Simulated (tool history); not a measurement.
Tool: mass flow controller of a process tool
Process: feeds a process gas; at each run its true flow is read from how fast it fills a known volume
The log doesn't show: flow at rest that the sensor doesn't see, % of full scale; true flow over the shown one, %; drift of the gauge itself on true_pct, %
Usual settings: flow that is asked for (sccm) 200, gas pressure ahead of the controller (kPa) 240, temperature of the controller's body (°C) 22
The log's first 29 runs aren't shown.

run    hour  flow that is asked for (sccm)  gas pressure ahead of the controller (kPa)  temperature of the controller's body (°C)  hours of work since the controller was set to zero  hours of work since the controller was changed  true flow (%)
 30  7448.9                            138                                         214                                         25                                                2151                                            2151          99.36
 31  7744.2                            138                                         214                                         25                                                2384                                            2384          99.23
 32  8014.8                             65                                         174                                         25                                                2597                                            2597          99.14
 33  8265.7                            318                                         156                                         28                                                2796                                            2796          99.23
 34  8489.6                             54                                         142                                         21                                                2972                                            2972          99.07
 35  8785.9                             90                                         184                                         33                                                3206                                            3206          98.65
 36    8954                             90                                         187                                         39                                                3339                                            3339          98.27
 37  9207.8                             90                                         187                                         22                                                3539                                            3539          99.53
 38  9357.2                             90                                         187                                         22                                                3657                                            3657          99.47

5 ways to go on from here, each from the tool as it stands after run 38. What would each give?
  A  9553.9                            200                                         210                                         33                                                3813                                            3813              ?
  B  9553.9                             70                                         210                                         22                                                3813                                            3813              ?
  C  9553.9                            452                                         207                                         22                                                3813                                            3813              ?
  D  9553.9                            108                                         247                                         33                                                3813                                            3813              ?
  E  9553.9                            486                                         240                                         22                                                3813                                            3813              ?

run  true flow (%)
  A          99.16
  B          99.59
  C         100.54
  D          99.13
  E         100.52
Without the tool's hidden state the same runs would have given:
run  true flow (%)
  A          98.91
  B          99.36
  C         100.29
  D          98.89
  E         100.26
